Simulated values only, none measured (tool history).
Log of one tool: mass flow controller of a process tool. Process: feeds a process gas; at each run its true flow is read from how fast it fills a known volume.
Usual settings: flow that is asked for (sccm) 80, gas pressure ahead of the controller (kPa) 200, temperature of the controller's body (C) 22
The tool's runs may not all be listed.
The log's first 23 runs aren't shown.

run,day,flow that is asked for (sccm),gas pressure ahead of the controller (kPa),temperature of the controller's body (C),hours of work since the controller was set to zero,hours of work since the controller was changed,true flow (%)
24,379.683,80,268,21,2786,7396,98.62
25,393.775,80,200,25,2939,7548,99.41
26,416.183,80,200,25,3182,7791,99.29
27,430.717,80,172,27,3339,7949,99.59
28,442.542,92,200,22,3467,8077,99.36
29,452.542,92,176,24,3576,8185,99.74
30,475.512,92,176,29,3825,8434,100.00
31,491.596,116,145,22,3999,8609,100.40
32,501.375,89,260,22,4105,8715,98.72

3 ways to go on from here, each from the tool as it stands after run 32. What would each give?
# day 508.725: controller's zero set anew
A,519.367,80,200,26,115,8909,?
# day 508.725: controller's zero set anew
B,519.367,28,256,24,115,8909,?
# day 508.725: controller's zero set anew
C,519.367,53,210,30,115,8909,?

run,true flow (%)
A,101.17
B,99.80
C,101.11
Without the tool's hidden state the same runs would have given:
run,true flow (%)
A,99.18
B,98.06
C,99.19
